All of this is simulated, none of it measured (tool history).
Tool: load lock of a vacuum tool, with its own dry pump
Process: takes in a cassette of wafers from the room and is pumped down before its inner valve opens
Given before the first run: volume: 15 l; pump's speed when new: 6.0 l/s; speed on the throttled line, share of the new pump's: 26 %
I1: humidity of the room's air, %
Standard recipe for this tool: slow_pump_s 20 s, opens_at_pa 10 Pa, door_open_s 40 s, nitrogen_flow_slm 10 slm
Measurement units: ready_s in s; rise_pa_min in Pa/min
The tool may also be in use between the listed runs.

Run 1, hour 0.0: usual settings; I1 45.9. Result: ready_s 42.3 s, rise_pa_min 0.067 Pa/min.
Run 2, hour 199.5: usual settings; I1 45.1. Result: ready_s 42.1 s, rise_pa_min 0.068 Pa/min.
Run 3, hour 462.6: usual settings but slow_pump_s 34 s; I1 51.2. Result: ready_s 51.8 s, rise_pa_min 0.073 Pa/min.
Run 4, hour 668.0: usual settings but slow_pump_s 21 s; I1 45.9. Result: ready_s 42.9 s, rise_pa_min 0.066 Pa/min.
Run 5, hour 952.3: usual settings but slow_pump_s 21 s, door_open_s 32 s; I1 43.5. Result: ready_s 43.0 s, rise_pa_min 0.061 Pa/min.
Run 6, hour 1144.3: usual settings but slow_pump_s 21 s, opens_at_pa 12 Pa, door_open_s 32 s; I1 45.0. Result: ready_s 42.5 s, rise_pa_min 0.065 Pa/min.
Run 7, hour 1411.3: usual settings but door_open_s 75 s; I1 45.2. Result: ready_s 42.4 s, rise_pa_min 0.087 Pa/min.
Run 8, hour 1588.4: usual settings but door_open_s 75 s; I1 44.7. Result: ready_s 42.6 s, rise_pa_min 0.091 Pa/min.
Run 9, hour 1746.5: usual settings but door_open_s 75 s; I1 41.9. Result: ready_s 42.9 s, rise_pa_min 0.090 Pa/min.
Run 10, hour 2058.6: usual settings but door_open_s 75 s; I1 44.1. Result: ready_s 42.7 s, rise_pa_min 0.089 Pa/min.
Run 11, hour 2304.3: usual settings but slow_pump_s 13 s, door_open_s 196 s, nitrogen_flow_slm 4 slm; I1 44.3. Result: ready_s 37.7 s, rise_pa_min 0.188 Pa/min.
Run 12, hour 2495.9: usual settings but slow_pump_s 13 s, opens_at_pa 18 Pa, door_open_s 125 s, nitrogen_flow_slm 4 slm; I1 43.7. Result: ready_s 36.3 s, rise_pa_min 0.148 Pa/min.
Run 13, hour 2731.2: usual settings but slow_pump_s 13 s, opens_at_pa 18 Pa, door_open_s 125 s, nitrogen_flow_slm 4 slm; I1 42.6. Result: ready_s 35.8 s, rise_pa_min 0.135 Pa/min.
Run 14, hour 2946.2: usual settings but opens_at_pa 16 Pa, door_open_s 60 s; I1 42.2. Result: ready_s 41.0 s, rise_pa_min 0.085 Pa/min.
Run 15, hour 3155.1: usual settings but slow_pump_s 16 s, opens_at_pa 16 Pa, door_open_s 60 s, nitrogen_flow_slm 19 slm; I1 43.5. Result: ready_s 39.4 s, rise_pa_min 0.073 Pa/min.
Run 16, hour 3437.9: usual settings but slow_pump_s 24 s, opens_at_pa 12 Pa, door_open_s 31 s, nitrogen_flow_slm 22 slm; I1 45.1. Result: ready_s 44.7 s, rise_pa_min 0.063 Pa/min.
Run 17, hour 3648.1: usual settings but slow_pump_s 24 s, opens_at_pa 12 Pa, door_open_s 31 s, nitrogen_flow_slm 22 slm; I1 43.4. Result: ready_s 44.5 s, rise_pa_min 0.065 Pa/min.
Run 18, hour 3829.2: usual settings but slow_pump_s 24 s, opens_at_pa 12 Pa, door_open_s 31 s, nitrogen_flow_slm 22 slm; I1 43.1. Result: ready_s 45.4 s, rise_pa_min 0.064 Pa/min.

Predict each of these 4 candidate next runs independently; none follows another, all start after run 18:
At hour 3964.2: dry pump taken out, an overhauled one fitted.
Run A, hour 4040.2: usual settings but door_open_s 71 s; I1 46.3. Result: ready_s ?, rise_pa_min ?.
At hour 3964.2: dry pump taken out, an overhauled one fitted.
Run B, hour 4040.2: usual settings but opens_at_pa 17 Pa, nitrogen_flow_slm 5 slm; I1 42.7. Result: ready_s ?, rise_pa_min ?.
At hour 3964.2: dry pump taken out, an overhauled one fitted.
Run C, hour 4040.2: usual settings but slow_pump_s 24 s, opens_at_pa 12 Pa, door_open_s 31 s, nitrogen_flow_slm 8 slm; I1 44.8. Result: ready_s ?, rise_pa_min ?.
At hour 3964.2: dry pump taken out, an overhauled one fitted.
Run D, hour 4040.2: usual settings but opens_at_pa 17 Pa, door_open_s 35 s; I1 48.1. Result: ready_s ?, rise_pa_min ?.

run  ready_s  rise_pa_min
  A     38.4        0.103
  B     35.9        0.085
  C     40.8        0.082
  D     37.0        0.074
Without the tool's unlogged condition, the same runs would have read:
run  ready_s  rise_pa_min
  A     38.3        0.063
  B     35.8        0.044
  C     40.7        0.042
  D     37.0        0.034
